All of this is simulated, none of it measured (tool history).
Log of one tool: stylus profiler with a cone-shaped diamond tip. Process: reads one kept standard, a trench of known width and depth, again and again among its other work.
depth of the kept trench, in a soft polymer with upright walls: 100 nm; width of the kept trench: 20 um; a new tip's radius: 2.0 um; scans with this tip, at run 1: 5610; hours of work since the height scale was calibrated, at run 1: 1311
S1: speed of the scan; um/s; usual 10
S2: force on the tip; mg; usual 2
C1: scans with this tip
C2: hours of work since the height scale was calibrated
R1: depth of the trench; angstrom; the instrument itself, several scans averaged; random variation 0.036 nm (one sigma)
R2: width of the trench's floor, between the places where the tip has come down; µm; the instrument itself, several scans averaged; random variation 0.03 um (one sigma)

run 1 hour=0 | S1=10 S2=2 | C1=5610 C2=1311 | R1=1008.8 R2=18.51
run 2 hour=33.3 | S1=10 S2=2 | C1=5679 C2=1327 | R1=1008.7 R2=18.51
-- hour=49.1 height scale calibrated on a step standard
run 3 hour=96.1 | S1=10 S2=2 | C1=5809 C2=23 | R1=1007.3 R2=18.48
run 4 hour=158.5 | S1=5 S2=2 | C1=5938 C2=53 | R1=1007.5 R2=18.53
run 5 hour=214 | S1=5 S2=2 | C1=6054 C2=80 | R1=1007.4 R2=18.5
run 6 hour=284 | S1=10 S2=2 | C1=6199 C2=114 | R1=1006.6 R2=18.45
run 7 hour=343.4 | S1=10 S2=2.4 | C1=6322 C2=143 | R1=1008.7 R2=18.51
-- hour=410.1 height scale calibrated on a step standard, once more
run 8 hour=410.1 | S1=10 S2=2 | C1=6459 C2=0 | R1=1012.7 R2=18.48
run 9 hour=466.6 | S1=10 S2=2 | C1=6577 C2=27 | R1=1012.3 R2=18.51
run 10 hour=523.3 | S1=10 S2=2 | C1=6695 C2=55 | R1=1011.3 R2=18.5
run 11 hour=583.5 | S1=10 S2=2 | C1=6820 C2=84 | R1=1011.3 R2=18.48
run 12 hour=618.7 | S1=10 S2=2 | C1=6893 C2=101 | R1=1012.1 R2=18.45
run 13 hour=692.7 | S1=10 S2=2 | C1=7046 C2=137 | R1=1011.7 R2=18.46
run 14 hour=751 | S1=10 S2=0.76 | C1=7167 C2=165 | R1=1006 R2=18.41
run 15 hour=827.3 | S1=4 S2=2 | C1=7326 C2=202 | R1=1011.5 R2=18.5
run 16 hour=876.3 | S1=10 S2=2 | C1=7427 C2=226 | R1=1011.1 R2=18.43
run 17 hour=952.8 | S1=17 S2=2 | C1=7586 C2=263 | R1=1010.8 R2=18.44
run 18 hour=999.9 | S1=17 S2=1.09 | C1=7684 C2=286 | R1=1007.4 R2=18.38
run 19 hour=1064.1 | S1=17 S2=1.09 | C1=7817 C2=317 | R1=1006.9 R2=18.37
run 20 hour=1141.3 | S1=3 S2=2 | C1=7977 C2=355 | R1=1011 R2=18.47
run 21 hour=1172.7 | S1=3 S2=2 | C1=8042 C2=370 | R1=1011.2 R2=18.46
run 22 hour=1204.9 | S1=3 S2=2 | C1=8109 C2=385 | R1=1010.6 R2=18.46
run 23 hour=1268.7 | S1=37 S2=3.99 | C1=8242 C2=416 | R1=1017.4 R2=18.3
run 24 hour=1313.6 | S1=37 S2=3.99 | C1=8335 C2=438 | R1=1017.8 R2=18.33
run 25 hour=1382.2 | S1=35 S2=0.86 | C1=8477 C2=471 | R1=1005.7 R2=18.17
run 26 hour=1414.6 | S1=27 S2=4.41 | C1=8545 C2=487 | R1=1018.8 R2=18.37
run 27 hour=1476.1 | S1=7 S2=3.99 | C1=8672 C2=517 | R1=1017.9 R2=18.47
run 28 hour=1542.6 | S1=2 S2=3.72 | C1=8810 C2=549 | R1=1016.3 R2=18.48
run 29 hour=1574.7 | S1=30 S2=2.76 | C1=8877 C2=565 | R1=1013.4 R2=18.31
run 30 hour=1645.6 | S1=9 S2=3.63 | C1=9024 C2=599 | R1=1015.7 R2=18.46
run 31 hour=1682 | S1=37 S2=3.63 | C1=9100 C2=617 | R1=1016.4 R2=18.28
run 32 hour=1721.3 | S1=37 S2=3.63 | C1=9181 C2=636 | R1=1016.1 R2=18.3
run 33 hour=1774.5 | S1=24 S2=1.85 | C1=9292 C2=662 | R1=1009.4 R2=18.3
run 34 hour=1852.5 | S1=3 S2=5.36 | C1=9454 C2=700 | R1=1021.7 R2=18.44
run 35 hour=1888.1 | S1=3 S2=5.36 | C1=9527 C2=717 | R1=1021 R2=18.4
run 36 hour=1956.9 | S1=3 S2=5.36 | C1=9670 C2=750 | R1=1020.5 R2=18.52
run 37 hour=1989.1 | S1=3 S2=5.36 | C1=9737 C2=766 | R1=1020.7 R2=18.41
run 38 hour=2049.9 | S1=3 S2=5.36 | C1=9863 C2=795 | R1=1021 R2=18.41
run 39 hour=2093.9 | S1=9 S2=1.57 | C1=9955 C2=817 | R1=1008.3 R2=18.39
run 40 hour=2147.8 | S1=12 S2=1.57 | C1=10066 C2=843 | R1=1008.3 R2=18.28
run 41 hour=2182.5 | S1=19 S2=2 | C1=10138 C2=860 | R1=1009.9 R2=18.36

Forecast each of these 3 alternatives for the next run:
run A hour=2240 | S1=8 S2=0.71 | C1=10258 C2=887 | R1=? R2=?
run B hour=2240 | S1=10 S2=2.82 | C1=10258 C2=887 | R1=? R2=?
run C hour=2240 | S1=19 S2=0.83 | C1=10258 C2=887 | R1=? R2=?

run=A R1=1003.9 R2=18.37
run=B R1=1013.1 R2=18.42
run=C R1=1005 R2=18.27
Without the tool's hidden state the same runs would have given:
run=A R1=1005.3 R2=18.69
run=B R1=1014.6 R2=18.74
run=C R1=1006.4 R2=18.59
